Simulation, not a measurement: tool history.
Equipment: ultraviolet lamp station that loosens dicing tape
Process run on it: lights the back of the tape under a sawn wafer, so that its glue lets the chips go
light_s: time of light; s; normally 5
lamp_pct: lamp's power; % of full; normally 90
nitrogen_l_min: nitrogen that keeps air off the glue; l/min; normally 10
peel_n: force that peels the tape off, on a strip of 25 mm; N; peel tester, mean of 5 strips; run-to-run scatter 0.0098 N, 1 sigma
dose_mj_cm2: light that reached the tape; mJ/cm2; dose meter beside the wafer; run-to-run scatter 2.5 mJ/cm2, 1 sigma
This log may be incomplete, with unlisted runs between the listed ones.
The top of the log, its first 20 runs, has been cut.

| run | day | light_s | lamp_pct | nitrogen_l_min | peel_n | dose_mj_cm2 |
|---|---|---|---|---|---|---|
| 21 | 22.412 | 7 | 78 | 3 | 0.563 | 376 |
| 22 | 23.092 | 7 | 78 | 3 | 0.59 | 372 |
| 23 | 24.179 | 7 | 78 | 3 | 0.603 | 373 |
| 24 | 24.812 | 5 | 61 | 8 | 0.785 | 210 |
| 25 | 26.279 | 5 | 61 | 8 | 0.839 | 209 |
| 26 | 27.192 | 5 | 94 | 14 | 0.343 | 320 |
| 27 | 28.596 | 3 | 93 | 16 | 0.717 | 190 |
| 28 | 29.433 | 5 | 87 | 9 | 0.467 | 296 |
| 29 | 30.046 | 5 | 73 | 4 | 0.884 | 251 |
| 30 | 30.867 | 9 | 72 | 6 | 0.3 | 444 |
| 31 | 32.046 | 9 | 72 | 6 | 0.31 | 448 |
| 32 | 33.342 | 9 | 72 | 6 | 0.308 | 445 |
| 33 | 34.204 | 9 | 90 | 6 | 0.233 | 556 |
|  | 35.188 | window cleaned of glue's vapour |
| 34 | 35.188 | 9 | 90 | 6 | 0.245 | 558 |
| 35 | 36.583 | 8 | 96 | 10 | 0.21 | 533 |

Predict each of these 3 candidate next runs independently; none follows another, all start after run 35:
| A | 37.838 | 5 | 90 | 8 | ? | ? |
| B | 37.838 | 5 | 69 | 10 | ? | ? |
| C | 37.838 | 3 | 63 | 6 | ? | ? |

| run | peel_n | dose_mj_cm2 |
|---|---|---|
| A | 0.487 | 309 |
| B | 0.612 | 235 |
| C | 1.422 | 131 |
Stripped of hidden state, with their random variation kept, the same runs would have yielded:
| run | peel_n | dose_mj_cm2 |
|---|---|---|
| A | 0.487 | 309 |
| B | 0.611 | 235 |
| C | 1.422 | 131 |
